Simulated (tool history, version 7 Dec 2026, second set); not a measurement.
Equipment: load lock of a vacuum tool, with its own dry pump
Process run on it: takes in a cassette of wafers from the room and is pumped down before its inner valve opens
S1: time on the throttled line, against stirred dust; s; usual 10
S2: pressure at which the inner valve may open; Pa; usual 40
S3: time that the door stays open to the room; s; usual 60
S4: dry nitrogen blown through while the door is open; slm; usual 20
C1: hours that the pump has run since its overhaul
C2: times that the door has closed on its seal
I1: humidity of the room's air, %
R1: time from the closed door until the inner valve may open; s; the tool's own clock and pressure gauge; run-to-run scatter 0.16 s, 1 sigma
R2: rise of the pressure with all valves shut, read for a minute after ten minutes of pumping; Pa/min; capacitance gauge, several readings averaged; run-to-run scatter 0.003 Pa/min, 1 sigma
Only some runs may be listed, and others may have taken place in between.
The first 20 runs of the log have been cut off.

run	day	S1	S2	S3	S4	C1	C2	I1	R1	R2
21	66.946	10	40	230	20	3514	6155	45.4	20.1	0.079
22	71.321	10	40	230	20	3619	6377	49.9	20.4	0.089
23	74.942	10	40	230	20	3706	6561	46.2	20.2	0.083
24	79.729	19	73	60	7	3821	6804	45.0	26.7	0.064
25	82.317	19	73	60	7	3883	6936	40.5	26.6	0.060
26	86.200	10	28	52	20	3976	7133	46.2	20.9	0.058
27	90.788	16	33	105	5	4087	7366	42.5	25.6	0.088
28	95.804	16	33	105	5	4207	7621	45.4	25.4	0.092
29	98.112	10	37	60	20	4262	7738	44.0	20.4	0.068
30	100.804	17	50	60	20	4327	7875	44.8	25.8	0.064
31	104.429	17	50	60	20	4414	8059	45.4	25.6	0.068
32	108.467	17	50	60	20	4511	8264	44.1	25.3	0.059
33	113.325	17	59	60	20	4627	8511	44.1	25.3	0.068
34	115.638	17	59	60	20	4683	8628	43.9	25.3	0.066
35	120.629	10	40	83	10	4803	8882	45.1	20.4	0.086
36	125.446	10	40	83	10	4918	9127	45.4	20.5	0.081
37	129.150	10	40	83	10	5007	9315	42.6	20.4	0.083
38	132.042	10	70	60	5	5077	9462	46.0	19.5	0.087

What if the next run were any one of these 3? Each begins from the tool's condition after run 38:
A	134.442	10	61	60	26	5134	9584	44.0	?	?
B	134.442	8	70	237	5	5134	9584	43.9	?	?
C	134.442	10	33	60	20	5134	9584	46.1	?	?

run	R1	R2
A	19.7	0.072
B	17.8	0.125
C	20.5	0.072
Without the tool's unlogged condition, the same runs would have read:
run	R1	R2
A	19.2	0.028
B	17.2	0.082
C	19.8	0.029
